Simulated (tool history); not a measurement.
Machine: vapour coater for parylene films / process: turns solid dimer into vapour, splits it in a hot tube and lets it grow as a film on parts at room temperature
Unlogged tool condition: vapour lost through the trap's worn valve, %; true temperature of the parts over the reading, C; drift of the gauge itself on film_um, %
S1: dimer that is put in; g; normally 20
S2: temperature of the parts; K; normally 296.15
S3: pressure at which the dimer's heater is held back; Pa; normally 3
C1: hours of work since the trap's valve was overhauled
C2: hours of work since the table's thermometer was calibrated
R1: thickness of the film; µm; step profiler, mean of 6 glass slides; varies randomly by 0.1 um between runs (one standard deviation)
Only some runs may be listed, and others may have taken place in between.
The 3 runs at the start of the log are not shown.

run,hour,S1,S2,S3,C1,C2,R1
4,40.5,20,302.15,3,141,186,9.56
5,53.9,20,302.15,3,149,194,9.7
6,62.8,21,296.15,3,154,200,12.16
7,76.9,21,296.15,3,162,208,12.01
8,89,21,296.15,3,169,215,11.99
9,103.3,20,296.15,8.31,178,223,9.93
10,111,20,296.15,3,182,228,11.24
11,122,20,296.15,3,189,234,11.22
12,133.2,20,296.15,11.95,195,241,9.48
13,143.9,20,296.15,10.07,202,247,9.52
# hour 155.2: trap's valve overhauled
14,163.2,20,296.15,10.07,5,256,9.37
15,176.7,20,296.15,3,13,264,10.8
16,195,20,296.15,2.05,23,275,11.39
# hour 207.9: trap's valve overhauled, once more
17,211.7,20,296.15,3,2,283,12.35
18,220.8,20,296.15,3,8,288,12.32
19,232.9,20,296.15,3,15,295,12.38
20,243.8,20,296.15,3.28,21,302,11.94
21,254.6,20,296.15,3,28,308,12.23
22,269,20,296.15,3,36,316,12.05
23,286.8,20,296.15,3,47,327,12.29
24,298.9,20,296.15,3,54,334,12.03

The next listed run, before its measurement:
25,313.8,20,296.15,3,62,343,?

R1: 11.93 µm
Without the tool's hidden state the same run would have given R1 12.34 µm.
